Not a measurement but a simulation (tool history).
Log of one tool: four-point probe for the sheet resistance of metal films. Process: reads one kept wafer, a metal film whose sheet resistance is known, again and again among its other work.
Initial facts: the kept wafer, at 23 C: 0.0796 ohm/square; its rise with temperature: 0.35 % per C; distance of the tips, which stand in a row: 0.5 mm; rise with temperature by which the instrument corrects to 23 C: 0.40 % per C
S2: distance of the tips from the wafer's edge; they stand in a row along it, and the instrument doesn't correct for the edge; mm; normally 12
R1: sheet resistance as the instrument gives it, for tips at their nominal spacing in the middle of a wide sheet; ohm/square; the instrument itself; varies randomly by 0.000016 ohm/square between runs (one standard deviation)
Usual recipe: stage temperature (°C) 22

{"run": 1, "hour": 0.0, "stage temperature (°C)": 22, "S2": 12, "R1": 0.079248}
{"run": 2, "hour": 12.9, "stage temperature (°C)": 23, "S2": 12, "R1": 0.079225}
{"run": 3, "hour": 24.5, "stage temperature (°C)": 23, "S2": 12, "R1": 0.079245}
{"run": 4, "hour": 31.4, "stage temperature (°C)": 23, "S2": 12, "R1": 0.07919}
{"run": 5, "hour": 41.3, "stage temperature (°C)": 22, "S2": 12, "R1": 0.079283}
{"run": 6, "hour": 50.0, "stage temperature (°C)": 22, "S2": 12, "R1": 0.079281}
{"hour": 51.1, "done": "stage's thermometer calibrated"}
{"run": 7, "hour": 64.3, "stage temperature (°C)": 22, "S2": 12, "R1": 0.079265}
{"run": 8, "hour": 72.8, "stage temperature (°C)": 22, "S2": 14, "R1": 0.079214}
{"run": 9, "hour": 87.4, "stage temperature (°C)": 22, "S2": 37, "R1": 0.07918}
{"run": 10, "hour": 99.7, "stage temperature (°C)": 32, "S2": 8, "R1": 0.078892}
{"run": 11, "hour": 110.1, "stage temperature (°C)": 32, "S2": 8, "R1": 0.078925}
{"run": 12, "hour": 120.2, "stage temperature (°C)": 30, "S2": 33, "R1": 0.078891}
{"run": 13, "hour": 127.7, "stage temperature (°C)": 22, "S2": 12, "R1": 0.079234}
{"hour": 129.5, "done": "stage's thermometer calibrated, once more"}
{"run": 14, "hour": 135.7, "stage temperature (°C)": 30, "S2": 12, "R1": 0.079096}
{"run": 15, "hour": 144.5, "stage temperature (°C)": 28, "S2": 40, "R1": 0.079102}
{"run": 16, "hour": 156.1, "stage temperature (°C)": 22, "S2": 27, "R1": 0.07933}
{"run": 17, "hour": 165.2, "stage temperature (°C)": 34, "S2": 7, "R1": 0.079029}
{"run": 18, "hour": 174.4, "stage temperature (°C)": 30, "S2": 3, "R1": 0.080144}

How would selected steps in R1 from run to run divide? Give the signed amount a tool lacking its hidden state would still show from settings, what came in and random variation, and the signed amount left for the hidden state, including any gauge scatter that is not in both of the compared results.
Unlogged tool condition in this case: inner tips' distance over the nominal, %; tips' flats over new ones', %; wafer's true temperature over the reading, C; drift of the gauge itself on sheet_ohm, %.
Run 13 -> 14: stage temperature (°C) 22 -> 30, stage's thermometer calibrated, once more. R1 -0.000138 ohm/square: hidden state +0.000162, all else -0.000300.
Run 17 -> 18: stage temperature (°C) 34 -> 30, S2 7 -> 3. R1 +0.001115 ohm/square: hidden state -0.000005, all else +0.001120.
